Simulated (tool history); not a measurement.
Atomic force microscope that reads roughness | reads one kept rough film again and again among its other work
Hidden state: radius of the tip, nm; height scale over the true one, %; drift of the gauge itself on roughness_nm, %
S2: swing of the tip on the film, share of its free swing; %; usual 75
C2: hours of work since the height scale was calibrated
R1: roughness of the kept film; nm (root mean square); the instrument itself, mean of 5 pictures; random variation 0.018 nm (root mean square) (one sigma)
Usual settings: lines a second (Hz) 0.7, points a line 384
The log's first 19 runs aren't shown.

Run 20, hour 400.7: usual settings but S2 55 %, points a line 488; pictures with this tip 106; C2 825. Result: R1 4.583 nm (root mean square).
Run 21, hour 424.5: usual settings but S2 55 %, points a line 488; pictures with this tip 127; C2 837. Result: R1 4.594 nm (root mean square).
Run 22, hour 452.2: usual settings but lines a second (Hz) 2.3, S2 66 %, points a line 870; pictures with this tip 152; C2 852. Result: R1 4.16 nm (root mean square).
Run 23, hour 483.1: usual settings but lines a second (Hz) 2.3, S2 66 %, points a line 870; pictures with this tip 179; C2 869. Result: R1 4.143 nm (root mean square).
Run 24, hour 501: usual settings but lines a second (Hz) 1.658, S2 66 %, points a line 870; pictures with this tip 195; C2 879. Result: R1 4.314 nm (root mean square).
Run 25, hour 518.4: usual settings but S2 58 %, points a line 304; pictures with this tip 210; C2 888. Result: R1 4.524 nm (root mean square).
Run 26, hour 536.7: usual settings but lines a second (Hz) 1.573, points a line 420; pictures with this tip 227; C2 898. Result: R1 4.072 nm (root mean square).
At hour 540.1: new tip fitted.
Run 27, hour 559.8: usual settings but lines a second (Hz) 1.573, points a line 420; pictures with this tip 18; C2 910. Result: R1 4.098 nm (root mean square).
Run 28, hour 574.3: usual settings but lines a second (Hz) 3.883, S2 79 %, points a line 420; pictures with this tip 31; C2 918. Result: R1 3.322 nm (root mean square).
Run 29, hour 590: usual settings but lines a second (Hz) 3.706, S2 70 %; pictures with this tip 45; C2 926. Result: R1 3.726 nm (root mean square).
Run 30, hour 607.1: usual settings but lines a second (Hz) 3.706, S2 70 %; pictures with this tip 60; C2 935. Result: R1 3.744 nm (root mean square).
Run 31, hour 626.9: usual settings but lines a second (Hz) 2.849, S2 87 %, points a line 691; pictures with this tip 77; C2 946. Result: R1 3.265 nm (root mean square).
Run 32, hour 645.2: usual settings but lines a second (Hz) 2.849, S2 87 %, points a line 691; pictures with this tip 93; C2 956. Result: R1 3.252 nm (root mean square).
Run 33, hour 664.5: usual settings but lines a second (Hz) 1.925, S2 88 %, points a line 870; pictures with this tip 111; C2 966. Result: R1 3.58 nm (root mean square).
Run 34, hour 690.9: usual settings but S2 72 %, points a line 748; pictures with this tip 134; C2 980. Result: R1 4.419 nm (root mean square).
Run 35, hour 716.9: usual settings but lines a second (Hz) 0.627, S2 85 %, points a line 262; pictures with this tip 157; C2 994. Result: R1 4.223 nm (root mean square).
Run 36, hour 738.4: usual settings but lines a second (Hz) 0.627, S2 81 %, points a line 389; pictures with this tip 176; C2 1006. Result: R1 4.3 nm (root mean square).
Run 37, hour 756.8: usual settings but lines a second (Hz) 0.675, S2 70 %, points a line 543; pictures with this tip 192; C2 1016. Result: R1 4.456 nm (root mean square).
Run 38, hour 777.9: usual settings but lines a second (Hz) 0.675, S2 70 %, points a line 543; pictures with this tip 211; C2 1027. Result: R1 4.448 nm (root mean square).
Run 39, hour 792.9: usual settings but lines a second (Hz) 0.752, points a line 961; pictures with this tip 224; C2 1035. Result: R1 4.385 nm (root mean square).
At hour 799.2: new tip fitted.
Run 40, hour 815.6: usual settings but lines a second (Hz) 1.31, points a line 961; pictures with this tip 15; C2 1047. Result: R1 4.216 nm (root mean square).
Run 41, hour 845.5: usual settings but S2 59 %, points a line 529; pictures with this tip 41; C2 1063. Result: R1 4.573 nm (root mean square).
Run 42, hour 872.8: usual settings but lines a second (Hz) 1.066, S2 61 %, points a line 529; pictures with this tip 66; C2 1078. Result: R1 4.517 nm (root mean square).

4 ways to go on from here, each from the tool as it stands after run 42. What would each give?
Run A, hour 886.6: usual settings but lines a second (Hz) 1.935, S2 77 %; pictures with this tip 78; C2 1085. Result: R1 ?.
Run B, hour 886.6: usual settings but lines a second (Hz) 1.582, S2 88 %, points a line 341; pictures with this tip 78; C2 1085. Result: R1 ?.
Run C, hour 886.6: usual settings but lines a second (Hz) 0.588, S2 85 %, points a line 289; pictures with this tip 78; C2 1085. Result: R1 ?.
Run D, hour 886.6: usual settings but lines a second (Hz) 2.689, S2 73 %, points a line 410; pictures with this tip 78; C2 1085. Result: R1 ?.

run     R1
  A  3.941
  B  3.711
  C  4.275
  D  3.887
Without the tool's hidden state the same runs would have given:
run     R1
  A  3.943
  B  3.713
  C  4.278
  D   3.89

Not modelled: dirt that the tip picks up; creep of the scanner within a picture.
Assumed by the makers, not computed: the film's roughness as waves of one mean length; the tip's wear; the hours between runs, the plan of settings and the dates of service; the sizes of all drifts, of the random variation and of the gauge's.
